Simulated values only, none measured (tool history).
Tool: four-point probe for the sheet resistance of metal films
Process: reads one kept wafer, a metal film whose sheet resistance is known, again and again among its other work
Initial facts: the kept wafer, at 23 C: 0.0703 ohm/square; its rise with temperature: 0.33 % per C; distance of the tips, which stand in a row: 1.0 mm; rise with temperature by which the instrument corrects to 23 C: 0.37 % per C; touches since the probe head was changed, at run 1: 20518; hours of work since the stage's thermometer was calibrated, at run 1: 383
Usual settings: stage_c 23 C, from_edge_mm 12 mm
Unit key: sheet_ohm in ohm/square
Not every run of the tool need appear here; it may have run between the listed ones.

run   hour  stage_c  from_edge_mm  touches since the probe head was changed  hours of work since the stage's thermometer was calibrated  sheet_ohm
  1    0.0       23            12                                     20518                                                         383   0.070580
  2   27.3       23            35                                     21049                                                         395   0.070323
  3   49.2       23            35                                     21476                                                         404   0.070303
  4   79.2       23            35                                     22058                                                         417   0.070317
  5  102.3       23            12                                     22508                                                         427   0.070564
  6  133.2       23            10                                     23109                                                         440   0.070658
  7  159.2       31            12                                     23614                                                         451   0.070304
  8  175.8       33            14                                     23938                                                         458   0.070185
  9  200.2       22            27                                     24412                                                         468   0.070396
 10  218.7       23            13                                     24772                                                         476   0.070525
 11  245.5       23            50                                     25294                                                         487   0.070318
 12  263.1       25            28                                     25636                                                         494   0.070303

Alternative continuations, all from the tool just after run 12; predict every row:
  A  280.4       31            22                                     25972                                                         502          ?
  B  280.4       25            16                                     25972                                                         502          ?
  C  280.4       25             8                                     25972                                                         502          ?
  D  280.4       31            28                                     25972                                                         502          ?

run  sheet_ohm
  A   0.070123
  B   0.070375
  C   0.070821
  D   0.070096
With no hidden state in the tool, these same runs would have given:
run  sheet_ohm
  A   0.070127
  B   0.070379
  C   0.070825
  D   0.070100
